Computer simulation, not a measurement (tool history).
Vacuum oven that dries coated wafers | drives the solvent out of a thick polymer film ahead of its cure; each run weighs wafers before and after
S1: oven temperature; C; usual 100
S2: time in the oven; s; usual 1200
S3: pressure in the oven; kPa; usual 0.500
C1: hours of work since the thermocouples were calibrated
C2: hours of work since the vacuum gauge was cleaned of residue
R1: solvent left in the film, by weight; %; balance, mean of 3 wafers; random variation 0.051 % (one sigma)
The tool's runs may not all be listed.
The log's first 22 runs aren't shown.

run,hour,S1,S2,S3,C1,C2,R1
23,656.5,100,1620,0.500,457,738,0.54
24,675.9,113,1620,0.500,470,750,0.15
25,699.2,94,660,0.382,485,765,4.06
26,723.0,105,1200,1.223,500,780,0.73
27,762.0,105,1200,1.223,525,805,0.79
28,798.3,105,1200,1.223,548,829,0.76
29,816.5,100,1680,1.567,560,840,0.80
30,836.7,99,1200,0.500,573,853,0.97
31,862.4,99,1020,0.257,589,870,1.27
32,895.9,90,1140,0.428,610,891,2.34
33,930.1,88,1140,0.428,632,913,2.95
34,967.3,113,1200,0.500,656,937,0.36
35,1001.4,113,1200,0.500,678,958,0.32
36,1028.1,112,1800,0.876,695,975,0.36
37,1053.5,100,1200,0.318,711,992,0.81
38,1081.8,89,1200,0.500,729,1010,2.53
39,1115.3,92,1200,0.519,751,1031,1.86
40,1152.5,108,1560,0.321,774,1055,0.32
41,1188.4,91,660,1.174,797,1078,5.17
42,1206.4,96,660,1.174,809,1089,3.85
43,1242.1,96,660,1.174,832,1112,3.89
44,1279.5,99,1200,0.410,856,1136,0.94
45,1305.6,99,1200,0.410,872,1153,0.94
46,1329.2,97,1800,1.899,887,1168,1.09

Forecast each of these 4 alternatives for the next run:
A,1353.1,100,1200,1.486,903,1183,?
B,1353.1,93,1680,1.899,903,1183,?
C,1353.1,100,1020,0.500,903,1183,?
D,1353.1,97,780,0.298,903,1183,?

run,R1
A,1.20
B,1.57
C,1.11
D,2.61
Without the tool's hidden state the same runs would have given:
run,R1
A,1.05
B,1.36
C,0.97
D,2.49
